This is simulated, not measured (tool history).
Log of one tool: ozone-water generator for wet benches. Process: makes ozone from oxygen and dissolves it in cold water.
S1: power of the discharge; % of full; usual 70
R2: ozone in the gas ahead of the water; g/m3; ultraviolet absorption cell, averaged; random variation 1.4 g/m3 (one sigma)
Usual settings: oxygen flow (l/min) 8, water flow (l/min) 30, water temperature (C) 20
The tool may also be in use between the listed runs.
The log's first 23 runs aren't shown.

{"run": 24, "hour": 1973.9, "S1": 70, "oxygen flow (l/min)": 4.11, "water flow (l/min)": 31, "water temperature (C)": 14, "dissolved ozone (ppm)": 18, "R2": 345.7}
{"run": 25, "hour": 2064.2, "S1": 70, "oxygen flow (l/min)": 8.39, "water flow (l/min)": 35, "water temperature (C)": 20, "dissolved ozone (ppm)": 16.5, "R2": 240.7}
{"run": 26, "hour": 2159.0, "S1": 70, "oxygen flow (l/min)": 8.39, "water flow (l/min)": 35, "water temperature (C)": 20, "dissolved ozone (ppm)": 16.4, "R2": 238.3}
{"run": 27, "hour": 2252.7, "S1": 71, "oxygen flow (l/min)": 6.99, "water flow (l/min)": 24, "water temperature (C)": 25, "dissolved ozone (ppm)": 20.5, "R2": 267.1}
{"run": 28, "hour": 2330.9, "S1": 71, "oxygen flow (l/min)": 6.99, "water flow (l/min)": 24, "water temperature (C)": 25, "dissolved ozone (ppm)": 20.8, "R2": 264.7}
{"run": 29, "hour": 2381.9, "S1": 70, "oxygen flow (l/min)": 7.84, "water flow (l/min)": 20, "water temperature (C)": 20, "dissolved ozone (ppm)": 25.1, "R2": 247.1}
{"run": 30, "hour": 2427.7, "S1": 70, "oxygen flow (l/min)": 7.84, "water flow (l/min)": 20, "water temperature (C)": 20, "dissolved ozone (ppm)": 24.7, "R2": 246.8}
{"run": 31, "hour": 2514.1, "S1": 69, "oxygen flow (l/min)": 7.84, "water flow (l/min)": 45, "water temperature (C)": 20, "dissolved ozone (ppm)": 12.9, "R2": 246.7}
{"run": 32, "hour": 2582.8, "S1": 69, "oxygen flow (l/min)": 7.84, "water flow (l/min)": 45, "water temperature (C)": 20, "dissolved ozone (ppm)": 12.8, "R2": 242.3}
{"run": 33, "hour": 2656.7, "S1": 45, "oxygen flow (l/min)": 8, "water flow (l/min)": 48, "water temperature (C)": 20, "dissolved ozone (ppm)": 8.6, "R2": 173.3}
{"run": 34, "hour": 2721.8, "S1": 45, "oxygen flow (l/min)": 8, "water flow (l/min)": 48, "water temperature (C)": 20, "dissolved ozone (ppm)": 8.5, "R2": 171}

Forecast each of these 3 alternatives for the next run:
{"run": "A", "hour": 2768.4, "S1": 61, "oxygen flow (l/min)": 6.16, "water flow (l/min)": 48, "water temperature (C)": 23, "dissolved ozone (ppm)": "?", "R2": "?"}
{"run": "B", "hour": 2768.4, "S1": 92, "oxygen flow (l/min)": 8, "water flow (l/min)": 18, "water temperature (C)": 25, "dissolved ozone (ppm)": "?", "R2": "?"}
{"run": "C", "hour": 2768.4, "S1": 45, "oxygen flow (l/min)": 5.3, "water flow (l/min)": 48, "water temperature (C)": 15, "dissolved ozone (ppm)": "?", "R2": "?"}

run=A dissolved_ozone_(ppm)=9.9 R2=250.7
run=B dissolved_ozone_(ppm)=29.9 R2=299.2
run=C dissolved_ozone_(ppm)=8.3 R2=215
Without the tool's hidden state the same runs would have given:
run=A dissolved_ozone_(ppm)=10.8 R2=259.9
run=B dissolved_ozone_(ppm)=32.8 R2=314.1
run=C dissolved_ozone_(ppm)=9 R2=220.7

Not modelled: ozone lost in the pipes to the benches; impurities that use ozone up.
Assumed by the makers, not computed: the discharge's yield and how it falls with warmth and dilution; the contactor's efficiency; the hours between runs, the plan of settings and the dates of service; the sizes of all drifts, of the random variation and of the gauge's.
